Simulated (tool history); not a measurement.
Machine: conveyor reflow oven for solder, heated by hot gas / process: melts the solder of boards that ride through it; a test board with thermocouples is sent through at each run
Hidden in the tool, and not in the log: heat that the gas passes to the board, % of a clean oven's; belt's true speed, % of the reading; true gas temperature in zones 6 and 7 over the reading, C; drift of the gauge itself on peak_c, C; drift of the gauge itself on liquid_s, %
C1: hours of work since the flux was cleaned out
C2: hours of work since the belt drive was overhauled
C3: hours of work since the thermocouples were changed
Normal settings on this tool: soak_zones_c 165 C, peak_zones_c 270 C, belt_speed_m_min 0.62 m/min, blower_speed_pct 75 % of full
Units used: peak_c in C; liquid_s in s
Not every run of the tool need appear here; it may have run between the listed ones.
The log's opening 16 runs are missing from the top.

{"run": 17, "day": 5.188, "soak_zones_c": 162, "peak_zones_c": 270, "belt_speed_m_min": 0.62, "blower_speed_pct": 90, "C1": 81, "C2": 99, "C3": 28, "peak_c": 249.2, "liquid_s": 38}
{"run": 18, "day": 5.608, "soak_zones_c": 165, "peak_zones_c": 270, "belt_speed_m_min": 0.632, "blower_speed_pct": 75, "C1": 88, "C2": 106, "C3": 35, "peak_c": 243.7, "liquid_s": 33.8}
{"run": 19, "day": 5.829, "soak_zones_c": 165, "peak_zones_c": 270, "belt_speed_m_min": 0.67, "blower_speed_pct": 83, "C1": 92, "C2": 109, "C3": 39, "peak_c": 244.8, "liquid_s": 32.1}
{"run": 20, "day": 6.117, "soak_zones_c": 165, "peak_zones_c": 270, "belt_speed_m_min": 0.67, "blower_speed_pct": 84, "C1": 97, "C2": 114, "C3": 44, "peak_c": 245, "liquid_s": 33}
{"run": 21, "day": 6.533, "soak_zones_c": 165, "peak_zones_c": 270, "belt_speed_m_min": 0.67, "blower_speed_pct": 84, "C1": 104, "C2": 121, "C3": 51, "peak_c": 244, "liquid_s": 32.5}
{"run": 22, "day": 6.754, "soak_zones_c": 165, "peak_zones_c": 278, "belt_speed_m_min": 0.739, "blower_speed_pct": 75, "C1": 108, "C2": 125, "C3": 55, "peak_c": 243.4, "liquid_s": 27}
{"run": 23, "day": 6.95, "soak_zones_c": 179, "peak_zones_c": 281, "belt_speed_m_min": 0.566, "blower_speed_pct": 86, "C1": 111, "C2": 128, "C3": 58, "peak_c": 263.6, "liquid_s": 54.1}
{"run": 24, "day": 7.396, "soak_zones_c": 175, "peak_zones_c": 282, "belt_speed_m_min": 0.54, "blower_speed_pct": 86, "C1": 118, "C2": 136, "C3": 65, "peak_c": 265, "liquid_s": 57.1}
{"run": 25, "day": 7.725, "soak_zones_c": 165, "peak_zones_c": 270, "belt_speed_m_min": 0.712, "blower_speed_pct": 52, "C1": 124, "C2": 141, "C3": 71, "peak_c": 226.1, "liquid_s": 12.3}
{"run": 26, "day": 8.129, "soak_zones_c": 165, "peak_zones_c": 270, "belt_speed_m_min": 0.712, "blower_speed_pct": 52, "C1": 131, "C2": 148, "C3": 78, "peak_c": 226.7, "liquid_s": 12.3}
{"run": 27, "day": 8.429, "soak_zones_c": 165, "peak_zones_c": 259, "belt_speed_m_min": 0.634, "blower_speed_pct": 66, "C1": 136, "C2": 153, "C3": 83, "peak_c": 232.3, "liquid_s": 21.9}
{"run": 28, "day": 8.654, "soak_zones_c": 165, "peak_zones_c": 267, "belt_speed_m_min": 0.681, "blower_speed_pct": 66, "C1": 139, "C2": 157, "C3": 87, "peak_c": 234, "liquid_s": 22.1}
{"run": 29, "day": 9.067, "soak_zones_c": 165, "peak_zones_c": 267, "belt_speed_m_min": 0.681, "blower_speed_pct": 66, "C1": 146, "C2": 164, "C3": 94, "peak_c": 233.9, "liquid_s": 22.3}
{"run": 30, "day": 9.288, "soak_zones_c": 165, "peak_zones_c": 262, "belt_speed_m_min": 0.67, "blower_speed_pct": 66, "C1": 150, "C2": 167, "C3": 97, "peak_c": 231.4, "liquid_s": 19.8}
{"run": 31, "day": 9.5, "soak_zones_c": 165, "peak_zones_c": 270, "belt_speed_m_min": 0.583, "blower_speed_pct": 69, "C1": 154, "C2": 171, "C3": 101, "peak_c": 244.6, "liquid_s": 37.3}

Predict each of these 3 candidate next runs independently; none follows another, all start after run 31:
{"run": "A", "day": 9.942, "soak_zones_c": 168, "peak_zones_c": 270, "belt_speed_m_min": 0.575, "blower_speed_pct": 75, "C1": 161, "C2": 178, "C3": 108, "peak_c": "?", "liquid_s": "?"}
{"run": "B", "day": 9.942, "soak_zones_c": 155, "peak_zones_c": 270, "belt_speed_m_min": 0.583, "blower_speed_pct": 78, "C1": 161, "C2": 178, "C3": 108, "peak_c": "?", "liquid_s": "?"}
{"run": "C", "day": 9.942, "soak_zones_c": 165, "peak_zones_c": 265, "belt_speed_m_min": 0.669, "blower_speed_pct": 69, "C1": 161, "C2": 178, "C3": 108, "peak_c": "?", "liquid_s": "?"}

run=A peak_c=247.6 liquid_s=41.3
run=B peak_c=245.2 liquid_s=36.2
run=C peak_c=235.3 liquid_s=22.9
With the hidden condition removed and each run's random variation left untouched, the same runs would have given:
run=A peak_c=249.5 liquid_s=42.8
run=B peak_c=247.3 liquid_s=37.9
run=C peak_c=237.4 liquid_s=24.9

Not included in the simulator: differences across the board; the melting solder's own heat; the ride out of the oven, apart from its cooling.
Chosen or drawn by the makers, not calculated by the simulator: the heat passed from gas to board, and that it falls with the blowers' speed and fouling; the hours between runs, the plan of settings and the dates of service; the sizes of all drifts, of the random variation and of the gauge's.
